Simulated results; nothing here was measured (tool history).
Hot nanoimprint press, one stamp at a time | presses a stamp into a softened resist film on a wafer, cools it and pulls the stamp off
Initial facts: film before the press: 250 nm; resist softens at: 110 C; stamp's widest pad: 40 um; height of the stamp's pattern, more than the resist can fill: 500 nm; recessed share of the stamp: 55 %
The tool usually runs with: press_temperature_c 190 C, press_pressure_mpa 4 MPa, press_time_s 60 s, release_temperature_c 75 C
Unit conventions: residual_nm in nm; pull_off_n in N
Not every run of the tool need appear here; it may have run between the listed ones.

Run 1, hour 0: usual settings. Result: residual_nm 133.3 nm, pull_off_n 164 N.
Run 2, hour 19: usual settings. Result: residual_nm 133.1 nm, pull_off_n 163 N.
Run 3, hour 34.7: usual settings. Result: residual_nm 133.3 nm, pull_off_n 161 N.
Run 4, hour 53.7: usual settings. Result: residual_nm 133.1 nm, pull_off_n 168 N.
Run 5, hour 71.2: usual settings but release_temperature_c 78 C. Result: residual_nm 133 nm, pull_off_n 163 N.
Run 6, hour 83.4: usual settings but press_temperature_c 201 C. Result: residual_nm 99.7 nm, pull_off_n 160 N.
Run 7, hour 96.2: usual settings but press_temperature_c 188 C. Result: residual_nm 140.1 nm, pull_off_n 168 N.
Run 8, hour 114.9: usual settings but press_temperature_c 188 C. Result: residual_nm 140.3 nm, pull_off_n 171 N.
Run 9, hour 131.1: usual settings but press_temperature_c 188 C. Result: residual_nm 139.7 nm, pull_off_n 167 N.
Run 10, hour 145.4: usual settings but press_temperature_c 188 C. Result: residual_nm 140 nm, pull_off_n 169 N.
Run 11, hour 162.6: usual settings but press_temperature_c 188 C. Result: residual_nm 140 nm, pull_off_n 167 N.
Run 12, hour 177.3: usual settings but press_temperature_c 188 C. Result: residual_nm 139.9 nm, pull_off_n 168 N.
Run 13, hour 193.2: usual settings. Result: residual_nm 132.7 nm, pull_off_n 176 N.
Run 14, hour 203.9: usual settings. Result: residual_nm 132.8 nm, pull_off_n 171 N.
Run 15, hour 217.4: usual settings. Result: residual_nm 132.8 nm, pull_off_n 175 N.
Run 16, hour 227: usual settings but press_pressure_mpa 4.8 MPa, press_time_s 50 s. Result: residual_nm 131.8 nm, pull_off_n 171 N.
Run 17, hour 242: usual settings but press_pressure_mpa 5.57 MPa, press_time_s 35 s. Result: residual_nm 140.3 nm, pull_off_n 174 N.
Run 18, hour 257.5: usual settings but press_pressure_mpa 4.57 MPa, press_time_s 35 s. Result: residual_nm 150.3 nm, pull_off_n 172 N.
Run 19, hour 267.4: usual settings but press_temperature_c 200 C, press_pressure_mpa 3.1 MPa, press_time_s 42 s. Result: residual_nm 129.6 nm, pull_off_n 167 N.
Run 20, hour 285.9: usual settings but press_temperature_c 182 C, press_time_s 117 s, release_temperature_c 81 C. Result: residual_nm 130.8 nm, pull_off_n 172 N.
Run 21, hour 298: usual settings but press_pressure_mpa 2.81 MPa, press_time_s 113 s, release_temperature_c 81 C. Result: residual_nm 121.9 nm, pull_off_n 173 N.
Run 22, hour 316.1: usual settings but press_pressure_mpa 2.81 MPa, press_time_s 113 s, release_temperature_c 81 C. Result: residual_nm 122.1 nm, pull_off_n 170 N.
Run 23, hour 332.6: usual settings but press_pressure_mpa 2.81 MPa, press_time_s 113 s, release_temperature_c 81 C. Result: residual_nm 121.8 nm, pull_off_n 165 N.
Run 24, hour 346.5: usual settings but press_temperature_c 179 C, press_pressure_mpa 2.91 MPa, press_time_s 49 s. Result: residual_nm 196.4 nm, pull_off_n 184 N.
Run 25, hour 365.5: usual settings but press_temperature_c 186 C, press_pressure_mpa 5.82 MPa, press_time_s 49 s. Result: residual_nm 136.1 nm, pull_off_n 175 N.
Run 26, hour 380.4: usual settings but press_temperature_c 192 C, press_pressure_mpa 2.96 MPa, press_time_s 51 s, release_temperature_c 76 C. Result: residual_nm 149 nm, pull_off_n 183 N.
Run 27, hour 391.1: usual settings but press_temperature_c 192 C, press_pressure_mpa 2.96 MPa, press_time_s 51 s, release_temperature_c 76 C. Result: residual_nm 148.7 nm, pull_off_n 181 N.
Run 28, hour 402.1: usual settings but press_temperature_c 189 C, press_pressure_mpa 2.96 MPa, press_time_s 51 s, release_temperature_c 76 C. Result: residual_nm 159.3 nm, pull_off_n 187 N.
Run 29, hour 414.6: usual settings but press_temperature_c 180 C, press_pressure_mpa 4.54 MPa, press_time_s 63 s, release_temperature_c 71 C. Result: residual_nm 160.1 nm, pull_off_n 181 N.
Run 30, hour 429.2: usual settings but press_temperature_c 180 C, press_pressure_mpa 5.46 MPa, press_time_s 63 s, release_temperature_c 72 C. Result: residual_nm 151 nm, pull_off_n 187 N.

Some steps in residual_nm between neighbouring runs. How much of each would the tool show without its hidden state too (settings, what came in, random variation), and how much is left for the hidden state, with any gauge scatter that isn't in both results?
Hidden conditions of the tool in this case: true temperature over the reading, C; pressure that arrives at the usual setting, %; grip of the stamp's worn release coat, % over a new coat's; drift of the gauge itself on residual_nm, %; drift of the gauge itself on pull_off_n, %.
Run 6 -> 7: press_temperature_c 201 -> 188. residual_nm +40.4 nm: hidden state -0.2, all else +40.6.
Run 19 -> 20: press_temperature_c 200 -> 182, press_pressure_mpa 3.1 -> 4, press_time_s 42 -> 117, release_temperature_c 75 -> 81. residual_nm +1.2 nm: hidden state -0.3, all else +1.5.
Run 20 -> 21: press_temperature_c 182 -> 190, press_pressure_mpa 4 -> 2.81, press_time_s 117 -> 113. residual_nm -8.9 nm: hidden state +0.2, all else -9.1.
Run 23 -> 24: press_temperature_c 190 -> 179, press_pressure_mpa 2.81 -> 2.91, press_time_s 113 -> 49, release_temperature_c 81 -> 75. residual_nm +74.6 nm: hidden state +0.1, all else +74.5.
Run 24 -> 25: press_temperature_c 179 -> 186, press_pressure_mpa 2.91 -> 5.82. residual_nm -60.3 nm: hidden state -0.2, all else -60.1.
